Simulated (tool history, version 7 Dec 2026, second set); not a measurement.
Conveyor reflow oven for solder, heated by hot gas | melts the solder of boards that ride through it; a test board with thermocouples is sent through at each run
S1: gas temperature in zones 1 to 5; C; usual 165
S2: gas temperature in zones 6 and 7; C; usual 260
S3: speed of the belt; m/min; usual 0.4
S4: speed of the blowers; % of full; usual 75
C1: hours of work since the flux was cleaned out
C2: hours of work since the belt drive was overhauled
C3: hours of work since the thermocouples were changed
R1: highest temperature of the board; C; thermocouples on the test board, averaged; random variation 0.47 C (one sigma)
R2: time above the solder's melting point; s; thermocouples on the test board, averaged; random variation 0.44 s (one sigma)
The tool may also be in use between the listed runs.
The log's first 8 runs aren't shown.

| run | hour | S1 | S2 | S3 | S4 | C1 | C2 | C3 | R1 | R2 |
|---|---|---|---|---|---|---|---|---|---|---|
| 9 | 279.9 | 165 | 260 | 0.4 | 75 | 187 | 422 | 595 | 249.1 | 62.9 |
| 10 | 309.6 | 165 | 260 | 0.4 | 75 | 207 | 442 | 614 | 250.1 | 62.9 |
| 11 | 347.8 | 165 | 260 | 0.4 | 75 | 232 | 467 | 640 | 249.8 | 63.5 |
| 12 | 393 | 165 | 260 | 0.4 | 75 | 263 | 497 | 670 | 249.3 | 63.3 |
|  | 408.7 | flux residue cleaned out of gas plates and filters |
| 13 | 424.4 | 165 | 260 | 0.419 | 75 | 10 | 515 | 688 | 248 | 58.8 |
| 14 | 447.7 | 165 | 260 | 0.4 | 75 | 26 | 530 | 703 | 248.4 | 63.2 |
| 15 | 470.2 | 165 | 260 | 0.4 | 75 | 41 | 546 | 718 | 249.3 | 63.7 |
| 16 | 496.1 | 165 | 257 | 0.387 | 82 | 58 | 563 | 736 | 247.5 | 64.9 |
| 17 | 546.4 | 165 | 257 | 0.387 | 82 | 92 | 596 | 769 | 247.8 | 66.4 |
| 18 | 586 | 167 | 260 | 0.421 | 57 | 119 | 623 | 796 | 243.2 | 53.3 |
| 19 | 629.1 | 165 | 260 | 0.391 | 75 | 147 | 652 | 825 | 249.2 | 66.1 |
| 20 | 682.4 | 176 | 260 | 0.372 | 75 | 183 | 687 | 860 | 251.2 | 75.8 |
| 21 | 704.5 | 165 | 260 | 0.403 | 75 | 198 | 702 | 875 | 248.8 | 61.5 |
| 22 | 730.6 | 165 | 260 | 0.403 | 75 | 215 | 720 | 892 | 249.6 | 61.9 |
| 23 | 773 | 165 | 260 | 0.403 | 75 | 244 | 748 | 921 | 248.7 | 61.9 |
|  | 795.6 | thermocouples of zones 6 and 7 changed |
| 24 | 800.9 | 153 | 266 | 0.338 | 75 | 261 | 765 | 4 | 257.3 | 80.4 |
|  | 820.1 | flux residue cleaned out of gas plates and filters |
| 25 | 851.5 | 153 | 266 | 0.338 | 75 | 21 | 796 | 34 | 257.6 | 81 |
| 26 | 880 | 153 | 266 | 0.338 | 75 | 40 | 815 | 53 | 257.8 | 80.6 |
| 27 | 921.2 | 174 | 260 | 0.4 | 75 | 68 | 842 | 81 | 249.7 | 67.6 |
| 28 | 945.9 | 176 | 260 | 0.4 | 77 | 84 | 859 | 97 | 251.1 | 70.1 |
| 29 | 995 | 165 | 257 | 0.401 | 54 | 117 | 892 | 130 | 240.8 | 52.7 |
| 30 | 1046.3 | 165 | 257 | 0.477 | 72 | 151 | 926 | 164 | 240.8 | 43.4 |

5 ways to go on from here, each from the tool as it stands after run 30. What would each give?
| A | 1086.1 | 151 | 260 | 0.4 | 75 | 178 | 953 | 191 | ? | ? |
| B | 1086.1 | 164 | 255 | 0.477 | 80 | 178 | 953 | 191 | ? | ? |
| C | 1086.1 | 165 | 261 | 0.4 | 75 | 178 | 953 | 191 | ? | ? |
| D | 1086.1 | 165 | 260 | 0.4 | 75 | 178 | 953 | 191 | ? | ? |
| E | 1086.1 | 165 | 257 | 0.477 | 65 | 178 | 953 | 191 | ? | ? |

| run | R1 | R2 |
|---|---|---|
| A | 247.3 | 56.7 |
| B | 241.4 | 44.4 |
| C | 249.9 | 64.9 |
| D | 249 | 63.1 |
| E | 239.4 | 40.6 |
Without the tool's hidden state the same runs would have given:
| run | R1 | R2 |
|---|---|---|
| A | 247.3 | 56.7 |
| B | 241.4 | 44.4 |
| C | 249.9 | 64.8 |
| D | 249.1 | 63.1 |
| E | 239.5 | 40.6 |

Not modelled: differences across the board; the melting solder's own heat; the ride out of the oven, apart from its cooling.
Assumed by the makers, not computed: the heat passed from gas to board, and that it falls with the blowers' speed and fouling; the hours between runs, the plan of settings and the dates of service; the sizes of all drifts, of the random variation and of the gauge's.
